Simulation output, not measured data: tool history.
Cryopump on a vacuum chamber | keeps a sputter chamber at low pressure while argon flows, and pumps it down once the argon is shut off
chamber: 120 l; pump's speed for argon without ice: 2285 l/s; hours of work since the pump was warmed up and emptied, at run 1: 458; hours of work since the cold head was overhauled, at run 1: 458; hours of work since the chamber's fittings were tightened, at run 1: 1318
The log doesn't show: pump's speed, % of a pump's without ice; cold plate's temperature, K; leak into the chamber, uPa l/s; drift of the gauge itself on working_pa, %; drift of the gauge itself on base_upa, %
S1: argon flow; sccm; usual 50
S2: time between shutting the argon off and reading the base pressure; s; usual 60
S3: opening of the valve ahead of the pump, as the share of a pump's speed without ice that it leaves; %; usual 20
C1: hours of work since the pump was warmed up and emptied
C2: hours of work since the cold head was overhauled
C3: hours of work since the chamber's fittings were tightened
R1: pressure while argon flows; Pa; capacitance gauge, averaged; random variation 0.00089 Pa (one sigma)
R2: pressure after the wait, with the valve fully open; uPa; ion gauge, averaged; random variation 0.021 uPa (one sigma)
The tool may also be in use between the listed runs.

{"run": 1, "day": 0.0, "S1": 50, "S2": 60, "S3": 20, "C1": 458, "C2": 458, "C3": 1318, "R1": 0.1916, "R2": 0.68}
{"run": 2, "day": 0.317, "S1": 50, "S2": 60, "S3": 20, "C1": 464, "C2": 464, "C3": 1324, "R1": 0.1932, "R2": 0.73}
{"run": 3, "day": 0.917, "S1": 50, "S2": 60, "S3": 20, "C1": 476, "C2": 476, "C3": 1336, "R1": 0.1928, "R2": 0.71}
{"run": 4, "day": 1.262, "S1": 50, "S2": 60, "S3": 20, "C1": 482, "C2": 482, "C3": 1342, "R1": 0.1925, "R2": 0.76}
{"run": 5, "day": 1.992, "S1": 31, "S2": 60, "S3": 20, "C1": 497, "C2": 497, "C3": 1357, "R1": 0.1208, "R2": 0.69}
{"run": 6, "day": 2.638, "S1": 50, "S2": 60, "S3": 20, "C1": 509, "C2": 509, "C3": 1369, "R1": 0.1937, "R2": 0.7}
{"run": 7, "day": 3.188, "S1": 50, "S2": 60, "S3": 20, "C1": 520, "C2": 520, "C3": 1380, "R1": 0.1918, "R2": 0.73}
{"run": 8, "day": 3.812, "S1": 50, "S2": 60, "S3": 25, "C1": 532, "C2": 532, "C3": 1392, "R1": 0.1568, "R2": 0.69}
{"run": 9, "day": 4.35, "S1": 50, "S2": 60, "S3": 43, "C1": 542, "C2": 542, "C3": 1402, "R1": 0.0929, "R2": 0.73}
{"run": 10, "day": 4.867, "S1": 50, "S2": 60, "S3": 43, "C1": 553, "C2": 553, "C3": 1412, "R1": 0.0949, "R2": 0.72}
{"run": 11, "day": 5.279, "S1": 50, "S2": 60, "S3": 43, "C1": 561, "C2": 561, "C3": 1420, "R1": 0.094, "R2": 0.73}
{"run": 12, "day": 5.933, "S1": 50, "S2": 60, "S3": 18, "C1": 573, "C2": 573, "C3": 1433, "R1": 0.2146, "R2": 0.71}
{"run": 13, "day": 6.596, "S1": 50, "S2": 60, "S3": 49, "C1": 586, "C2": 586, "C3": 1446, "R1": 0.084, "R2": 0.72}
{"run": 14, "day": 7.158, "S1": 50, "S2": 60, "S3": 49, "C1": 597, "C2": 597, "C3": 1457, "R1": 0.0858, "R2": 0.71}
{"run": 15, "day": 7.533, "S1": 50, "S2": 60, "S3": 49, "C1": 604, "C2": 604, "C3": 1464, "R1": 0.0849, "R2": 0.74}
{"run": 16, "day": 8.129, "S1": 50, "S2": 60, "S3": 15, "C1": 616, "C2": 616, "C3": 1476, "R1": 0.2572, "R2": 0.74}
{"run": 17, "day": 8.662, "S1": 50, "S2": 60, "S3": 16, "C1": 626, "C2": 626, "C3": 1486, "R1": 0.2401, "R2": 0.76}
{"run": 18, "day": 9.233, "S1": 50, "S2": 60, "S3": 20, "C1": 637, "C2": 637, "C3": 1497, "R1": 0.1945, "R2": 0.79}
{"run": 19, "day": 9.904, "S1": 50, "S2": 60, "S3": 20, "C1": 650, "C2": 650, "C3": 1510, "R1": 0.1952, "R2": 0.77}
{"run": 20, "day": 10.225, "S1": 67, "S2": 60, "S3": 22, "C1": 657, "C2": 657, "C3": 1517, "R1": 0.2405, "R2": 0.78}
{"run": 21, "day": 10.9, "S1": 50, "S2": 39, "S3": 19, "C1": 670, "C2": 670, "C3": 1530, "R1": 0.205, "R2": 0.91}
{"run": 22, "day": 11.633, "S1": 86, "S2": 60, "S3": 45, "C1": 684, "C2": 684, "C3": 1544, "R1": 0.16, "R2": 0.78}
{"run": 23, "day": 12.221, "S1": 86, "S2": 112, "S3": 25, "C1": 695, "C2": 695, "C3": 1555, "R1": 0.274, "R2": 0.66}
{"run": 24, "day": 12.904, "S1": 22, "S2": 94, "S3": 24, "C1": 709, "C2": 709, "C3": 1569, "R1": 0.0729, "R2": 0.74}
{"run": 25, "day": 13.312, "S1": 29, "S2": 25, "S3": 17, "C1": 717, "C2": 717, "C3": 1577, "R1": 0.1329, "R2": 1.21}
{"run": 26, "day": 14.012, "S1": 26, "S2": 147, "S3": 33, "C1": 730, "C2": 730, "C3": 1590, "R1": 0.0648, "R2": 0.62}
{"run": 27, "day": 14.517, "S1": 50, "S2": 68, "S3": 35, "C1": 740, "C2": 740, "C3": 1600, "R1": 0.1172, "R2": 0.74}
{"run": 28, "day": 14.858, "S1": 65, "S2": 60, "S3": 20, "C1": 747, "C2": 747, "C3": 1607, "R1": 0.2566, "R2": 0.79}
{"run": 29, "day": 15.308, "S1": 24, "S2": 60, "S3": 20, "C1": 755, "C2": 755, "C3": 1615, "R1": 0.0944, "R2": 0.84}
{"day": 15.579, "done": "pump warmed up, emptied and cooled again"}
{"run": 30, "day": 16.162, "S1": 24, "S2": 60, "S3": 41, "C1": 11, "C2": 768, "C3": 1628, "R1": 0.044, "R2": 0.72}
{"run": 31, "day": 16.796, "S1": 24, "S2": 25, "S3": 33, "C1": 24, "C2": 780, "C3": 1640, "R1": 0.0543, "R2": 1.09}
{"run": 32, "day": 17.204, "S1": 24, "S2": 296, "S3": 33, "C1": 32, "C2": 788, "C3": 1648, "R1": 0.0546, "R2": 0.48}
{"run": 33, "day": 17.833, "S1": 24, "S2": 296, "S3": 33, "C1": 44, "C2": 800, "C3": 1660, "R1": 0.0545, "R2": 0.44}
{"run": 34, "day": 18.45, "S1": 39, "S2": 123, "S3": 34, "C1": 56, "C2": 812, "C3": 1672, "R1": 0.0856, "R2": 0.53}
{"run": 35, "day": 19.117, "S1": 28, "S2": 72, "S3": 20, "C1": 69, "C2": 825, "C3": 1685, "R1": 0.1048, "R2": 0.66}

The same runs without the tool's hidden state, with the same run-to-run variation:
run=1 R1=0.1848 R2=0.4
run=2 R1=0.1862 R2=0.45
run=3 R1=0.1856 R2=0.43
run=4 R1=0.1853 R2=0.47
run=5 R1=0.1162 R2=0.41
run=6 R1=0.186 R2=0.41
run=7 R1=0.184 R2=0.43
run=8 R1=0.1487 R2=0.4
run=9 R1=0.0848 R2=0.43
run=10 R1=0.0865 R2=0.41
run=11 R1=0.0855 R2=0.43
run=12 R1=0.2058 R2=0.4
run=13 R1=0.0751 R2=0.4
run=14 R1=0.0766 R2=0.39
run=15 R1=0.0756 R2=0.41
run=16 R1=0.2477 R2=0.41
run=17 R1=0.2305 R2=0.43
run=18 R1=0.1847 R2=0.45
run=19 R1=0.1851 R2=0.43
run=20 R1=0.2269 R2=0.44
run=21 R1=0.1946 R2=0.57
run=22 R1=0.1416 R2=0.42
run=23 R1=0.2553 R2=0.3
run=24 R1=0.068 R2=0.37
run=25 R1=0.1264 R2=0.84
run=26 R1=0.0588 R2=0.26
run=27 R1=0.1055 R2=0.37
run=28 R1=0.2412 R2=0.42
run=29 R1=0.0886 R2=0.46
run=30 R1=0.0436 R2=0.45
run=31 R1=0.0538 R2=0.82
run=32 R1=0.0541 R2=0.21
run=33 R1=0.054 R2=0.17
run=34 R1=0.0846 R2=0.25
run=35 R1=0.104 R2=0.37
